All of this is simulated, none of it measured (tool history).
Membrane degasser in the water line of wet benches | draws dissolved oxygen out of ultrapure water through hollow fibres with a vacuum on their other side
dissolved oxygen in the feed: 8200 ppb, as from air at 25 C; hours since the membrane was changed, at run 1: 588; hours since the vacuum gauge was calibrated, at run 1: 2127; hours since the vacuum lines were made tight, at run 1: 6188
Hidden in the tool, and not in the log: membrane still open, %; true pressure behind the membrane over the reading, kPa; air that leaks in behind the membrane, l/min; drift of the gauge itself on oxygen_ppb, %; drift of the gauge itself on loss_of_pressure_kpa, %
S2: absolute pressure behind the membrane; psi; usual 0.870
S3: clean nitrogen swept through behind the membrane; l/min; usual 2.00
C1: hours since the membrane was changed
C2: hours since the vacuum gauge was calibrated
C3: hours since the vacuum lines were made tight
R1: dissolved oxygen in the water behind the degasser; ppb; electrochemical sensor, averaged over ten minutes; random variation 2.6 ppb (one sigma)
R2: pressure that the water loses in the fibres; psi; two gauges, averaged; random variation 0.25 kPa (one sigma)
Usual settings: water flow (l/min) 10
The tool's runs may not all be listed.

{"run": 1, "hour": 0.0, "water flow (l/min)": 10, "S2": 0.87, "S3": 2.0, "C1": 588, "C2": 2127, "C3": 6188, "R1": 266.8, "R2": 9.838}
{"run": 2, "hour": 53.4, "water flow (l/min)": 10, "S2": 0.87, "S3": 2.0, "C1": 642, "C2": 2181, "C3": 6241, "R1": 262.0, "R2": 9.881}
{"run": 3, "hour": 87.8, "water flow (l/min)": 10, "S2": 0.87, "S3": 0.99, "C1": 676, "C2": 2215, "C3": 6276, "R1": 301.1, "R2": 9.861}
{"run": 4, "hour": 131.8, "water flow (l/min)": 10, "S2": 0.87, "S3": 0.99, "C1": 720, "C2": 2259, "C3": 6320, "R1": 296.3, "R2": 9.858}
{"run": 5, "hour": 178.3, "water flow (l/min)": 10, "S2": 0.87, "S3": 2.0, "C1": 767, "C2": 2306, "C3": 6366, "R1": 260.4, "R2": 9.893}
{"run": 6, "hour": 213.2, "water flow (l/min)": 10, "S2": 0.87, "S3": 2.0, "C1": 802, "C2": 2341, "C3": 6401, "R1": 264.6, "R2": 9.834}
{"run": 7, "hour": 252.7, "water flow (l/min)": 10, "S2": 0.87, "S3": 2.0, "C1": 841, "C2": 2380, "C3": 6441, "R1": 269.7, "R2": 9.887}
{"run": 8, "hour": 283.9, "water flow (l/min)": 10, "S2": 0.87, "S3": 2.0, "C1": 872, "C2": 2411, "C3": 6472, "R1": 263.1, "R2": 9.868}
{"run": 9, "hour": 329.6, "water flow (l/min)": 10, "S2": 0.87, "S3": 2.0, "C1": 918, "C2": 2457, "C3": 6518, "R1": 267.7, "R2": 9.913}
{"run": 10, "hour": 381.3, "water flow (l/min)": 9, "S2": 0.87, "S3": 2.0, "C1": 970, "C2": 2509, "C3": 6569, "R1": 226.1, "R2": 8.904}
{"run": 11, "hour": 413.1, "water flow (l/min)": 10, "S2": 0.87, "S3": 2.0, "C1": 1002, "C2": 2540, "C3": 6601, "R1": 264.0, "R2": 9.9}
{"run": 12, "hour": 449.4, "water flow (l/min)": 10, "S2": 0.87, "S3": 2.0, "C1": 1038, "C2": 2577, "C3": 6637, "R1": 266.2, "R2": 9.947}
{"run": 13, "hour": 504.8, "water flow (l/min)": 10, "S2": 0.87, "S3": 2.0, "C1": 1093, "C2": 2632, "C3": 6693, "R1": 263.2, "R2": 9.854}
{"run": 14, "hour": 545.0, "water flow (l/min)": 14, "S2": 0.87, "S3": 2.0, "C1": 1134, "C2": 2672, "C3": 6733, "R1": 419.2, "R2": 13.883}
{"hour": 549.0, "done": "vacuum gauge calibrated"}
{"run": 15, "hour": 579.3, "water flow (l/min)": 10, "S2": 0.87, "S3": 2.0, "C1": 1167, "C2": 30, "C3": 6767, "R1": 266.1, "R2": 9.879}
{"run": 16, "hour": 610.6, "water flow (l/min)": 10, "S2": 0.87, "S3": 2.0, "C1": 1199, "C2": 62, "C3": 6798, "R1": 272.7, "R2": 9.876}
{"run": 17, "hour": 654.4, "water flow (l/min)": 10, "S2": 0.87, "S3": 2.0, "C1": 1242, "C2": 105, "C3": 6842, "R1": 266.7, "R2": 9.929}
{"hour": 681.5, "done": "vacuum gauge calibrated, once more"}
{"run": 18, "hour": 704.0, "water flow (l/min)": 10, "S2": 0.87, "S3": 2.0, "C1": 1291, "C2": 22, "C3": 6891, "R1": 264.6, "R2": 9.896}
{"run": 19, "hour": 760.2, "water flow (l/min)": 12, "S2": 0.864, "S3": 5.04, "C1": 1348, "C2": 79, "C3": 6947, "R1": 317.4, "R2": 11.95}
{"run": 20, "hour": 805.5, "water flow (l/min)": 9, "S2": 1.342, "S3": 4.87, "C1": 1393, "C2": 124, "C3": 6992, "R1": 226.4, "R2": 8.921}
{"run": 21, "hour": 855.2, "water flow (l/min)": 12, "S2": 1.11, "S3": 5.92, "C1": 1443, "C2": 174, "C3": 7042, "R1": 334.3, "R2": 11.854}
{"run": 22, "hour": 896.5, "water flow (l/min)": 7, "S2": 0.812, "S3": 3.15, "C1": 1484, "C2": 215, "C3": 7083, "R1": 137.7, "R2": 6.937}
{"run": 23, "hour": 937.3, "water flow (l/min)": 7, "S2": 0.812, "S3": 3.15, "C1": 1525, "C2": 256, "C3": 7124, "R1": 139.3, "R2": 6.914}
{"run": 24, "hour": 992.1, "water flow (l/min)": 10, "S2": 0.716, "S3": 2.0, "C1": 1580, "C2": 311, "C3": 7179, "R1": 252.2, "R2": 9.919}
{"run": 25, "hour": 1031.2, "water flow (l/min)": 10, "S2": 0.716, "S3": 2.0, "C1": 1619, "C2": 350, "C3": 7218, "R1": 252.1, "R2": 9.893}
{"run": 26, "hour": 1088.6, "water flow (l/min)": 10, "S2": 0.716, "S3": 3.04, "C1": 1676, "C2": 407, "C3": 7275, "R1": 245.3, "R2": 10.024}
{"run": 27, "hour": 1139.4, "water flow (l/min)": 10, "S2": 1.446, "S3": 2.0, "C1": 1727, "C2": 458, "C3": 7326, "R1": 318.4, "R2": 9.918}
{"run": 28, "hour": 1164.7, "water flow (l/min)": 11, "S2": 0.685, "S3": 1.81, "C1": 1752, "C2": 483, "C3": 7352, "R1": 287.5, "R2": 10.894}
{"run": 29, "hour": 1195.0, "water flow (l/min)": 10, "S2": 0.685, "S3": 4.82, "C1": 1782, "C2": 514, "C3": 7382, "R1": 242.2, "R2": 9.916}
{"run": 30, "hour": 1239.1, "water flow (l/min)": 11, "S2": 0.873, "S3": 1.67, "C1": 1827, "C2": 558, "C3": 7426, "R1": 315.0, "R2": 10.921}
{"run": 31, "hour": 1281.5, "water flow (l/min)": 6, "S2": 0.87, "S3": 2.0, "C1": 1869, "C2": 600, "C3": 7468, "R1": 114.4, "R2": 5.964}
{"run": 32, "hour": 1312.2, "water flow (l/min)": 10, "S2": 0.954, "S3": 1.32, "C1": 1900, "C2": 631, "C3": 7499, "R1": 294.0, "R2": 9.977}
{"run": 33, "hour": 1361.1, "water flow (l/min)": 10, "S2": 1.389, "S3": 1.72, "C1": 1949, "C2": 680, "C3": 7548, "R1": 322.3, "R2": 9.944}

Some steps in R1 between neighbouring runs. How much of each would the tool show without its hidden state too (settings, what came in, random variation), and how much is left for the hidden state, with any gauge scatter that isn't in both results?
Run 21 -> 22: water flow (l/min) 12 -> 7, S2 1.110 -> 0.812, S3 5.92 -> 3.15. R1 -196.6 ppb: hidden state -4.9, all else -191.7.
Run 30 -> 31: water flow (l/min) 11 -> 6, S2 0.873 -> 0.870, S3 1.67 -> 2.00. R1 -200.6 ppb: hidden state -5.8, all else -194.8.
Run 31 -> 32: water flow (l/min) 6 -> 10, S2 0.870 -> 0.954, S3 2.00 -> 1.32. R1 +179.6 ppb: hidden state +6.2, all else +173.4.
